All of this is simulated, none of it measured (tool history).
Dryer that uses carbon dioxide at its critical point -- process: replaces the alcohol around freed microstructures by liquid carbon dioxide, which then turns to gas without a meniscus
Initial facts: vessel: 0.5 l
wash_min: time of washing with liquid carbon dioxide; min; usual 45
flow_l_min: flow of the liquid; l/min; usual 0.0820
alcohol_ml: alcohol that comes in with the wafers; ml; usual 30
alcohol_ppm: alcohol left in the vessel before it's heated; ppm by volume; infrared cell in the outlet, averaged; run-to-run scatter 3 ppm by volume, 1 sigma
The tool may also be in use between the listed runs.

run   hour  wash_min  flow_l_min  alcohol_ml  alcohol_ppm
  1    0.0        45      0.0820          30           82
  2   14.9        45      0.0820          24           69
  3   23.8        45      0.0820          75          207
  4   37.3        45      0.0820          75          210
  5   48.2        45      0.0820          25           71
  6   57.1        45      0.0820          25           75
  7   63.2        45      0.0820          25           79
  8   70.1        45      0.0820          25           81
  9   82.6        45      0.0820          25           80
 10   94.4        45      0.1230          30           12
 11  106.2        45      0.1230          30           13
 12  118.4        45      0.0820          43          130
 13  132.5        45      0.0820          76          226
 14  141.8        45      0.0909          30           53
 15  151.1        45      0.0909          30           53
 16  159.3        45      0.0909          30           53
 17  166.7        45      0.0909          30           50
 18  180.8        45      0.0909          30           51
 19  195.6        45      0.0820          22           85
 20  210.3        46      0.0820          22           73
 21  221.3        46      0.1222          36           13
 22  236.5        67      0.1222          77            9
 23  244.7        33      0.0591          54         3880
 24  252.0        33      0.0591          54         3942
     264.6  -- inlet filter changed
 25  266.9        33      0.0591          54         2709
 26  278.4        43      0.0938          86           82
 27  291.2        45      0.0820          30           58
 28  298.3        28      0.0678          30         1630
 29  307.8        28      0.0946          30          361
 30  318.4        28      0.0946          30          363
 31  330.9        45      0.0821          30           62
 32  339.7        45      0.0536          30          701
 33  352.9        45      0.0572          45          780
 34  360.4        38      0.1122          82           49
 35  373.8        38      0.0831          82          410
 36  387.7        38      0.0831          82          409
 37  400.6        48      0.0831          28           45
 38  412.7        32      0.0820          48          679
 39  426.3        35      0.0912          30          153
 40  441.3        38      0.0659          30          590

Predict each of these 5 candidate next runs independently; none follows another, all start after run 40:
  A  455.6        56      0.0820          30            ?
  B  455.6        31      0.0820          30            ?
  C  455.6        46      0.1339          29            ?
  D  455.6        31      0.0840          30            ?
  E  455.6        31      0.1389          30            ?

run  alcohol_ppm
  A           22
  B          516
  C           15
  D          455
  E           35
With no hidden state in the tool, these same runs would have given:
run  alcohol_ppm
  A           10
  B          451
  C            6
  D          395
  E           23

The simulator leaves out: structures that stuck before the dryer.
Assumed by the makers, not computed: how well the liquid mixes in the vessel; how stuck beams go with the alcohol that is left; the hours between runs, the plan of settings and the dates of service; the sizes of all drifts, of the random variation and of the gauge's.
